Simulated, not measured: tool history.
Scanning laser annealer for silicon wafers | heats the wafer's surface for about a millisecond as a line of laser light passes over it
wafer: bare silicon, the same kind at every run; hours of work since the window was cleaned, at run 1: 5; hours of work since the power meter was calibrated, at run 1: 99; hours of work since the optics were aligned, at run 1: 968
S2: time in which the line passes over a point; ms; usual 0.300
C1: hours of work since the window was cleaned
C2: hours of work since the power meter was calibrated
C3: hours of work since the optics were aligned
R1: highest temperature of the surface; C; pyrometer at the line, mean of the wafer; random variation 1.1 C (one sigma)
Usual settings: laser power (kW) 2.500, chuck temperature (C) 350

run 1 hour=0.0 | laser_power_(kW)=2.500 S2=0.300 chuck_temperature_(C)=350 | C1=5 C2=99 C3=968 | R1=1055
run 2 hour=13.8 | laser_power_(kW)=2.500 S2=0.300 chuck_temperature_(C)=350 | C1=13 C2=108 C3=977 | R1=1056
run 3 hour=27.0 | laser_power_(kW)=2.627 S2=0.300 chuck_temperature_(C)=350 | C1=22 C2=117 C3=986 | R1=1090
run 4 hour=50.0 | laser_power_(kW)=2.627 S2=0.300 chuck_temperature_(C)=350 | C1=37 C2=132 C3=1001 | R1=1088
run 5 hour=61.5 | laser_power_(kW)=2.627 S2=0.313 chuck_temperature_(C)=350 | C1=44 C2=139 C3=1008 | R1=1103
run 6 hour=83.0 | laser_power_(kW)=2.500 S2=0.300 chuck_temperature_(C)=369 | C1=58 C2=153 C3=1022 | R1=1071
run 7 hour=102.0 | laser_power_(kW)=2.500 S2=0.223 chuck_temperature_(C)=350 | C1=71 C2=165 C3=1034 | R1=970
run 8 hour=126.4 | laser_power_(kW)=2.500 S2=0.223 chuck_temperature_(C)=350 | C1=86 C2=181 C3=1050 | R1=968
run 9 hour=140.9 | laser_power_(kW)=2.500 S2=0.252 chuck_temperature_(C)=350 | C1=96 C2=190 C3=1059 | R1=1002
run 10 hour=158.2 | laser_power_(kW)=2.613 S2=0.300 chuck_temperature_(C)=350 | C1=107 C2=202 C3=1071 | R1=1082
run 11 hour=172.8 | laser_power_(kW)=2.500 S2=0.263 chuck_temperature_(C)=350 | C1=116 C2=211 C3=1080 | R1=1012
run 12 hour=189.7 | laser_power_(kW)=2.500 S2=0.263 chuck_temperature_(C)=350 | C1=127 C2=222 C3=1091 | R1=1015
run 13 hour=213.8 | laser_power_(kW)=2.500 S2=0.263 chuck_temperature_(C)=350 | C1=143 C2=238 C3=1107 | R1=1013
run 14 hour=226.0 | laser_power_(kW)=2.500 S2=0.263 chuck_temperature_(C)=350 | C1=151 C2=245 C3=1114 | R1=1012
run 15 hour=243.7 | laser_power_(kW)=2.500 S2=0.263 chuck_temperature_(C)=350 | C1=162 C2=257 C3=1126 | R1=1011
run 16 hour=257.3 | laser_power_(kW)=2.500 S2=0.263 chuck_temperature_(C)=350 | C1=171 C2=266 C3=1135 | R1=1010
run 17 hour=273.6 | laser_power_(kW)=2.500 S2=0.300 chuck_temperature_(C)=350 | C1=182 C2=276 C3=1145 | R1=1049
run 18 hour=297.4 | laser_power_(kW)=2.500 S2=0.300 chuck_temperature_(C)=350 | C1=197 C2=292 C3=1161 | R1=1053
run 19 hour=316.6 | laser_power_(kW)=2.500 S2=0.300 chuck_temperature_(C)=350 | C1=209 C2=304 C3=1173 | R1=1049
run 20 hour=336.2 | laser_power_(kW)=2.500 S2=0.300 chuck_temperature_(C)=350 | C1=222 C2=317 C3=1186 | R1=1052
run 21 hour=357.6 | laser_power_(kW)=2.500 S2=0.300 chuck_temperature_(C)=350 | C1=236 C2=331 C3=1200 | R1=1049
run 22 hour=374.7 | laser_power_(kW)=2.500 S2=0.300 chuck_temperature_(C)=350 | C1=247 C2=342 C3=1211 | R1=1048
run 23 hour=398.6 | laser_power_(kW)=2.630 S2=0.320 chuck_temperature_(C)=321 | C1=262 C2=357 C3=1226 | R1=1075
run 24 hour=423.6 | laser_power_(kW)=2.499 S2=0.291 chuck_temperature_(C)=337 | C1=279 C2=373 C3=1242 | R1=1026
-- hour=431.0 optics aligned, line set to its width
run 25 hour=448.7 | laser_power_(kW)=2.482 S2=0.211 chuck_temperature_(C)=355 | C1=292 C2=386 C3=11 | R1=946
run 26 hour=466.5 | laser_power_(kW)=2.400 S2=0.211 chuck_temperature_(C)=328 | C1=303 C2=398 C3=23 | R1=900
run 27 hour=477.1 | laser_power_(kW)=2.452 S2=0.365 chuck_temperature_(C)=378 | C1=310 C2=405 C3=30 | R1=1115
-- hour=494.9 optics aligned, line set to its width, once more
run 28 hour=503.2 | laser_power_(kW)=2.526 S2=0.237 chuck_temperature_(C)=350 | C1=324 C2=418 C3=5 | R1=1000
run 29 hour=518.5 | laser_power_(kW)=2.500 S2=0.323 chuck_temperature_(C)=319 | C1=334 C2=428 C3=15 | R1=1053
run 30 hour=532.3 | laser_power_(kW)=2.500 S2=0.231 chuck_temperature_(C)=350 | C1=342 C2=437 C3=24 | R1=986
run 31 hour=556.1 | laser_power_(kW)=2.143 S2=0.341 chuck_temperature_(C)=350 | C1=358 C2=453 C3=40 | R1=997
run 32 hour=568.0 | laser_power_(kW)=2.143 S2=0.341 chuck_temperature_(C)=350 | C1=366 C2=460 C3=47 | R1=995
run 33 hour=584.4 | laser_power_(kW)=2.143 S2=0.341 chuck_temperature_(C)=350 | C1=376 C2=471 C3=58 | R1=997
run 34 hour=599.6 | laser_power_(kW)=2.365 S2=0.289 chuck_temperature_(C)=347 | C1=386 C2=481 C3=68 | R1=1009
run 35 hour=621.0 | laser_power_(kW)=2.365 S2=0.289 chuck_temperature_(C)=347 | C1=400 C2=495 C3=82 | R1=1007
run 36 hour=646.5 | laser_power_(kW)=2.584 S2=0.300 chuck_temperature_(C)=350 | C1=416 C2=511 C3=98 | R1=1084
run 37 hour=662.0 | laser_power_(kW)=2.430 S2=0.343 chuck_temperature_(C)=350 | C1=426 C2=521 C3=108 | R1=1082
run 38 hour=676.4 | laser_power_(kW)=2.430 S2=0.343 chuck_temperature_(C)=350 | C1=436 C2=530 C3=117 | R1=1082
run 39 hour=687.3 | laser_power_(kW)=2.132 S2=0.300 chuck_temperature_(C)=350 | C1=443 C2=537 C3=124 | R1=957
run 40 hour=712.8 | laser_power_(kW)=2.132 S2=0.300 chuck_temperature_(C)=350 | C1=459 C2=554 C3=141 | R1=956
run 41 hour=730.3 | laser_power_(kW)=2.672 S2=0.300 chuck_temperature_(C)=368 | C1=471 C2=565 C3=152 | R1=1124

Hidden state or all else? Some run-to-run changes of R1, split into what the settings, what came in and random variation would give without the hidden state, and what is left for the hidden state (with any gauge scatter that isn't in both results):
The hidden state here: light that passes the window, % of a clean one's; laser's true power over the reading, %; width of the line over the set one, %; drift of the gauge itself on peak_c, C.
Run 24 -> 25: laser power (kW) 2.499 -> 2.482, S2 0.291 -> 0.211, chuck temperature (C) 337 -> 355, optics aligned, line set to its width. R1 -80 C: hidden state -3, all else -77.
Run 26 -> 27: laser power (kW) 2.400 -> 2.452, S2 0.211 -> 0.365, chuck temperature (C) 328 -> 378. R1 +215 C: hidden state -5, all else +220.
Run 27 -> 28: laser power (kW) 2.452 -> 2.526, S2 0.365 -> 0.237, chuck temperature (C) 378 -> 350, optics aligned, line set to its width, once more. R1 -115 C: hidden state +21, all else -136.
Run 38 -> 39: laser power (kW) 2.430 -> 2.132, S2 0.343 -> 0.300. R1 -125 C: hidden state +1, all else -126.
Run 40 -> 41: laser power (kW) 2.132 -> 2.672, chuck temperature (C) 350 -> 368. R1 +168 C: hidden state -1, all else +169.
